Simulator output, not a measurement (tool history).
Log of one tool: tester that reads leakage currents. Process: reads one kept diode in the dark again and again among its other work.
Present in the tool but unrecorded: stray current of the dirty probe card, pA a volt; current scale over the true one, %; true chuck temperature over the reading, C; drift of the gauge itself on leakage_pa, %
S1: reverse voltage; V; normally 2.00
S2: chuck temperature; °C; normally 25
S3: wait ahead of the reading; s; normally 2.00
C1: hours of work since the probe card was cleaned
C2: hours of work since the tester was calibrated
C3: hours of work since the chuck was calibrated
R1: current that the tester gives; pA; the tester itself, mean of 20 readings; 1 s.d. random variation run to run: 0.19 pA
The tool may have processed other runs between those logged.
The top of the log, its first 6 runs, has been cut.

{"run": 7, "hour": 672.3, "S1": 2.0, "S2": 25, "S3": 2.0, "C1": 608, "C2": 1754, "C3": 1017, "R1": 60.83}
{"hour": 743.3, "done": "chuck's temperature calibrated"}
{"run": 8, "hour": 810.5, "S1": 2.0, "S2": 25, "S3": 2.0, "C1": 706, "C2": 1852, "C3": 49, "R1": 60.67}
{"run": 9, "hour": 877.8, "S1": 2.0, "S2": 25, "S3": 2.0, "C1": 755, "C2": 1901, "C3": 97, "R1": 60.7}
{"run": 10, "hour": 999.8, "S1": 2.0, "S2": 25, "S3": 2.0, "C1": 844, "C2": 1989, "C3": 186, "R1": 60.71}
{"run": 11, "hour": 1123.1, "S1": 2.0, "S2": 25, "S3": 2.0, "C1": 933, "C2": 2079, "C3": 275, "R1": 60.82}
{"run": 12, "hour": 1184.2, "S1": 2.0, "S2": 25, "S3": 2.0, "C1": 977, "C2": 2123, "C3": 319, "R1": 60.73}
{"run": 13, "hour": 1282.7, "S1": 2.0, "S2": 25, "S3": 2.0, "C1": 1048, "C2": 2194, "C3": 391, "R1": 60.83}
{"run": 14, "hour": 1422.3, "S1": 2.0, "S2": 25, "S3": 2.53, "C1": 1150, "C2": 2295, "C3": 492, "R1": 60.53}
{"hour": 1496.6, "done": "probe card cleaned and baked"}
{"run": 15, "hour": 1508.7, "S1": 2.0, "S2": 25, "S3": 2.0, "C1": 9, "C2": 2356, "C3": 552, "R1": 60.55}
{"run": 16, "hour": 1604.0, "S1": 2.0, "S2": 25, "S3": 2.0, "C1": 78, "C2": 2425, "C3": 621, "R1": 61.07}
{"run": 17, "hour": 1739.9, "S1": 2.0, "S2": 25, "S3": 2.0, "C1": 176, "C2": 2523, "C3": 720, "R1": 60.79}
{"run": 18, "hour": 1802.4, "S1": 2.0, "S2": 40, "S3": 0.38, "C1": 222, "C2": 2569, "C3": 765, "R1": 190.07}
{"hour": 1845.4, "done": "tester calibrated"}
{"run": 19, "hour": 1929.2, "S1": 2.0, "S2": 40, "S3": 0.38, "C1": 312, "C2": 61, "C3": 855, "R1": 190.48}
{"run": 20, "hour": 2000.5, "S1": 13.69, "S2": 33, "S3": 2.49, "C1": 364, "C2": 112, "C3": 907, "R1": 205.4}
{"run": 21, "hour": 2063.4, "S1": 7.47, "S2": 25, "S3": 2.07, "C1": 409, "C2": 158, "C3": 953, "R1": 91.75}
{"run": 22, "hour": 2170.5, "S1": 16.04, "S2": 36, "S3": 3.61, "C1": 487, "C2": 235, "C3": 1030, "R1": 268.4}
{"hour": 2222.3, "done": "chuck's temperature calibrated"}
{"run": 23, "hour": 2257.0, "S1": 8.97, "S2": 58, "S3": 0.9, "C1": 548, "C2": 297, "C3": 25, "R1": 1032.86}
{"run": 24, "hour": 2400.8, "S1": 2.0, "S2": 32, "S3": 4.12, "C1": 652, "C2": 401, "C3": 129, "R1": 104.78}
{"run": 25, "hour": 2509.9, "S1": 3.68, "S2": 24, "S3": 9.68, "C1": 731, "C2": 480, "C3": 208, "R1": 67.37}
{"run": 26, "hour": 2576.6, "S1": 1.4, "S2": 59, "S3": 9.68, "C1": 779, "C2": 528, "C3": 257, "R1": 623.36}
{"run": 27, "hour": 2680.5, "S1": 1.4, "S2": 59, "S3": 1.77, "C1": 855, "C2": 603, "C3": 332, "R1": 617.6}
{"run": 28, "hour": 2763.1, "S1": 6.11, "S2": 59, "S3": 0.75, "C1": 915, "C2": 663, "C3": 392, "R1": 976.71}

Predict the results of run 29:
{"run": 29, "hour": 2905.4, "S1": 2.64, "S2": 25, "S3": 6.08, "C1": 1018, "C2": 766, "C3": 495, "R1": "?"}

Run 29 produced R1 66.11 pA.
With no hidden state in the tool, this same run would have given R1 66.07 pA.
